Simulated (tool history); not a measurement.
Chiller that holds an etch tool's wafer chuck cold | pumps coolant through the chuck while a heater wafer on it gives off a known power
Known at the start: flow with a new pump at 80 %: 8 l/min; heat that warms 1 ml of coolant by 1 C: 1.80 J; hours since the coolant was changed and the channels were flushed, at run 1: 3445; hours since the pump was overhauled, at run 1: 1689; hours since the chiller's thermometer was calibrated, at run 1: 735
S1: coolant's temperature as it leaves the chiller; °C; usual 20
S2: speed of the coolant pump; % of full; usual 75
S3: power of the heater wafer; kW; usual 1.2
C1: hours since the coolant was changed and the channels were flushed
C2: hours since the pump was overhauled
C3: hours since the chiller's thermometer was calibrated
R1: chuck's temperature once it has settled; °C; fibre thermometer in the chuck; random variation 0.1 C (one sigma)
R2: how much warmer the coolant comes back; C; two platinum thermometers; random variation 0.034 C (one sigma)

run 1 hour=0 | S1=20 S2=75 S3=1.2 | C1=3445 C2=1689 C3=735 | R1=32.1 R2=5.44
run 2 hour=22.1 | S1=20 S2=75 S3=0.818 | C1=3467 C2=1711 C3=757 | R1=28.4 R2=3.77
run 3 hour=61.4 | S1=20 S2=75 S3=0.818 | C1=3506 C2=1750 C3=797 | R1=28.3 R2=3.69
run 4 hour=92.1 | S1=20 S2=75 S3=0.81 | C1=3537 C2=1781 C3=827 | R1=28.3 R2=3.71
run 5 hour=123.3 | S1=20 S2=75 S3=0.81 | C1=3568 C2=1812 C3=859 | R1=28.3 R2=3.65
run 6 hour=163 | S1=20 S2=75 S3=0.615 | C1=3608 C2=1852 C3=898 | R1=26.4 R2=2.85
run 7 hour=204.6 | S1=20 S2=75 S3=0.615 | C1=3649 C2=1893 C3=940 | R1=26.1 R2=2.8
-- hour=212.3 coolant pump overhauled
run 8 hour=229.8 | S1=24 S2=75 S3=0.615 | C1=3670 C2=17 C3=960 | R1=30.3 R2=2.87
run 9 hour=258.4 | S1=20 S2=75 S3=1.2 | C1=3698 C2=46 C3=989 | R1=32.4 R2=5.57
run 10 hour=300.5 | S1=20 S2=75 S3=1.476 | C1=3740 C2=88 C3=1031 | R1=35.3 R2=6.95
run 11 hour=332.6 | S1=20 S2=77 S3=1.2 | C1=3772 C2=120 C3=1063 | R1=32.2 R2=5.49
-- hour=357.3 coolant pump overhauled, once more
run 12 hour=370.8 | S1=20 S2=75 S3=1.2 | C1=3806 C2=14 C3=1096 | R1=32.1 R2=5.35
run 13 hour=407.9 | S1=20 S2=75 S3=1.2 | C1=3843 C2=51 C3=1133 | R1=31.9 R2=5.38
run 14 hour=443.7 | S1=29 S2=88 S3=1.509 | C1=3879 C2=86 C3=1169 | R1=42.5 R2=5.74
run 15 hour=479.3 | S1=29 S2=88 S3=1.509 | C1=3914 C2=122 C3=1205 | R1=42.5 R2=5.78
run 16 hour=520.5 | S1=20 S2=92 S3=1.2 | C1=3955 C2=163 C3=1246 | R1=30.4 R2=4.37
run 17 hour=555.4 | S1=28 S2=70 S3=1.676 | C1=3990 C2=198 C3=1281 | R1=45.7 R2=8.01

Forecast run 18:
run 18 hour=591.4 | S1=28 S2=70 S3=1.676 | C1=4026 C2=234 C3=1317 | R1=? R2=?

{"run 18": {"R1": 45.8, "R2": 8.07}}
Without the tool's hidden state the same run would have given R1 45 °C, R2 8.01 C.
